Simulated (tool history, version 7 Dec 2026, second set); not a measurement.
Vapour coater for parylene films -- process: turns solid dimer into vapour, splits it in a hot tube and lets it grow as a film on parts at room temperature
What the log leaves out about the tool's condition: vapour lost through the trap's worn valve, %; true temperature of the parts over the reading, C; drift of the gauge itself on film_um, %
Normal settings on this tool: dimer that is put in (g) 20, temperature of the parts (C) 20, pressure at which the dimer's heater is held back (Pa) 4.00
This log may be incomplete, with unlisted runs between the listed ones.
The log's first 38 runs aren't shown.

run,hour,dimer that is put in (g),temperature of the parts (C),pressure at which the dimer's heater is held back (Pa),hours of work since the trap's valve was overhauled,hours of work since the table's thermometer was calibrated,thickness of the film (µm)
39,990.1,29,26,11.87,354,1179,2.87
40,1022.1,17,17,4.12,377,1202,2.70
41,1041.4,19,17,2.91,391,1215,3.29
42,1065.2,19,20,9.53,408,1232,2.27
43,1089.6,15,20,9.53,425,1250,1.79
44,1112.2,21,18,3.74,441,1266,3.34
45,1145.0,20,21,4.39,464,1289,2.81
46,1163.1,17,27,8.63,477,1302,1.77
47,1184.1,17,27,3.34,492,1317,2.20
48,1209.4,30,12,4.85,510,1335,5.13

Predict each of these 3 candidate next runs independently; none follows another, all start after run 48:
A,1234.3,10,20,4.00,528,1353,?
B,1234.3,11,15,3.65,528,1353,?
C,1234.3,12,23,4.85,528,1353,?

run,thickness of the film (µm)
A,1.45
B,1.88
C,1.55
Stripped of hidden state, with their random variation kept, the same runs would have yielded:
run,thickness of the film (µm)
A,1.52
B,1.97
C,1.62
